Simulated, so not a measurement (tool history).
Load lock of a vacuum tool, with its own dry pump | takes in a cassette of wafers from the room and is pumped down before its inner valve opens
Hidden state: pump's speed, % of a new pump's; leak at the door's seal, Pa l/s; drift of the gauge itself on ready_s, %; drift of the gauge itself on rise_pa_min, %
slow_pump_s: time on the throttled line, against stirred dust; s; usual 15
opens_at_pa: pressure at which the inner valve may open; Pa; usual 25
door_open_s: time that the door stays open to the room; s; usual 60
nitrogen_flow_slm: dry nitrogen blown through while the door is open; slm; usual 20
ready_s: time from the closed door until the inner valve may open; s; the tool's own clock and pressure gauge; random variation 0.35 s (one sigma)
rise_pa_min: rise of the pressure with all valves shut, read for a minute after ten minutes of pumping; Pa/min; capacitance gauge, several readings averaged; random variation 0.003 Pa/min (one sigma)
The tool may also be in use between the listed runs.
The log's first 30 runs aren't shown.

run,day,slow_pump_s,opens_at_pa,door_open_s,nitrogen_flow_slm,hours that the pump has run since its overhaul,times that the door has closed on its seal,"incoming humidity of the room's air, %",ready_s,rise_pa_min
31,113.012,10,25,60,16,9320,12384,46.2,27.2,0.069
32,117.788,10,25,60,16,9434,12739,48.5,27.5,0.072
33,122.029,9,23,96,8,9536,13054,46.8,27.4,0.106
34,126.283,9,23,96,8,9638,13370,41.0,27.2,0.097
35,130.267,9,23,96,8,9734,13666,47.2,26.9,0.105
36,133.217,9,23,96,8,9805,13885,41.5,26.8,0.101
37,136.688,9,23,96,40,9888,14143,43.2,27.0,0.060
38,139.442,9,23,96,40,9954,14348,45.5,26.8,0.063

Forecast each of these 3 alternatives for the next run:
A,142.633,16,23,92,40,10031,14585,43.4,?,?
B,142.633,19,23,96,40,10031,14585,42.5,?,?
C,142.633,26,23,96,40,10031,14585,45.2,?,?

run,ready_s,rise_pa_min
A,32.4,0.063
B,34.9,0.061
C,40.9,0.063
Without the tool's hidden state the same runs would have given:
run,ready_s,rise_pa_min
A,30.2,0.045
B,32.8,0.043
C,39.0,0.045

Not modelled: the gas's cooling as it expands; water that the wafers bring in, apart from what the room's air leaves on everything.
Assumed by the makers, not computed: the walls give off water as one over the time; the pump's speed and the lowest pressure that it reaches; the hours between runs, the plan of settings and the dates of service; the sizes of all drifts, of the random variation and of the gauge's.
